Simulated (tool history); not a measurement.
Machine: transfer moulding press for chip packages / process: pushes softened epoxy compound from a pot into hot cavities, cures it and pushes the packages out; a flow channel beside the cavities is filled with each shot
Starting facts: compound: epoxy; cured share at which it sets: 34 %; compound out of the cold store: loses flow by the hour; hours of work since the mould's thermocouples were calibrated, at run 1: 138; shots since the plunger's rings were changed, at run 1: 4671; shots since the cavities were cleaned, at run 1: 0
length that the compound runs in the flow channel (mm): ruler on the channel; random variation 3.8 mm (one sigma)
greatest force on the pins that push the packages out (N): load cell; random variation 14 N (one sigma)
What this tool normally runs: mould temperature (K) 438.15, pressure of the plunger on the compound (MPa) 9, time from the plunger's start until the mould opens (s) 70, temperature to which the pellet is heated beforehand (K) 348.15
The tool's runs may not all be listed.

run   hour  mould temperature (K)  pressure of the plunger on the compound (MPa)  time from the plunger's start until the mould opens (s)  temperature to which the pellet is heated beforehand (K)  hours of work since the mould's thermocouples were calibrated  shots since the plunger's rings were changed  shots since the cavities were cleaned  incoming compound's hours out of the cold store  length that the compound runs in the flow channel (mm)  greatest force on the pins that push the packages out (N)
  1      0                 438.15                                              9                                                       70                                                    348.15                                                            138                                          4671                                      0                                             16.8                                                     786                                                        712
  2    7.5                 438.15                                           7.85                                                       70                                                    348.15                                                            143                                          4786                                    115                                             18.2                                                     725                                                        871
  3   18.8                 438.15                                           7.85                                                       70                                                    348.15                                                            150                                          4960                                    289                                             23.3                                                     708                                                        923
  4   26.8                 438.15                                           7.85                                                       70                                                    348.15                                                            155                                          5082                                    411                                              8.4                                                     767                                                       1021
  5     40                 438.15                                              9                                                       62                                                    348.15                                                            163                                          5285                                    614                                             44.8                                                     675                                                       1391
      42.6  -- cavities cleaned with cleaning compound and waxed
  6   56.7                 438.15                                              9                                                       62                                                    348.15                                                            173                                          5518                                    218                                             14.6                                                     782                                                       1766
  7   71.5                 438.15                                              9                                                       62                                                    348.15                                                            182                                          5745                                    445                                             18.6                                                     777                                                       1664
  8   79.7                 438.15                                              9                                                       62                                                    350.15                                                            187                                          5871                                    571                                             38.4                                                     699                                                       1500
      85.8  -- cavities cleaned with cleaning compound and waxed
  9   95.3                 438.15                                              9                                                       59                                                    350.15                                                            196                                          6087                                    147                                             42.2                                                     683                                                       1273
 10  109.6                 442.15                                           6.92                                                       60                                                    342.15                                                            205                                          6306                                    366                                             27.9                                                     636                                                       1127
     114.4  -- cavities cleaned with cleaning compound and waxed, once more
 11  125.2                 440.15                                           9.06                                                       51                                                    342.15                                                            214                                          6523                                    167                                             45.9                                                     658                                                       1689
 12  133.1                 432.15                                          10.58                                                       51                                                    341.15                                                            219                                          6643                                    287                                             41.3                                                     752                                                       2610

Below are 3 alternative next runs, each starting from the tool's condition after run 12. Predict each:
  A  144.8                 438.15                                              9                                                      109                                                    348.15                                                            226                                          6823                                    467                                             35.8                                                       ?                                                          ?
  B  144.8                 432.15                                          10.58                                                       94                                                    341.15                                                            226                                          6823                                    467                                               39                                                       ?                                                          ?
  C  144.8                 443.15                                           7.15                                                       70                                                    340.15                                                            226                                          6823                                    467                                             38.6                                                       ?                                                          ?

run  length that the compound runs in the flow channel (mm)  greatest force on the pins that push the packages out (N)
  A                                                     691                                                        614
  B                                                     757                                                        817
  C                                                     600                                                        772
Had the tool no hidden state, the same runs would have come out as:
run  length that the compound runs in the flow channel (mm)  greatest force on the pins that push the packages out (N)
  A                                                     744                                                        417
  B                                                     815                                                        586
  C                                                     645                                                        548

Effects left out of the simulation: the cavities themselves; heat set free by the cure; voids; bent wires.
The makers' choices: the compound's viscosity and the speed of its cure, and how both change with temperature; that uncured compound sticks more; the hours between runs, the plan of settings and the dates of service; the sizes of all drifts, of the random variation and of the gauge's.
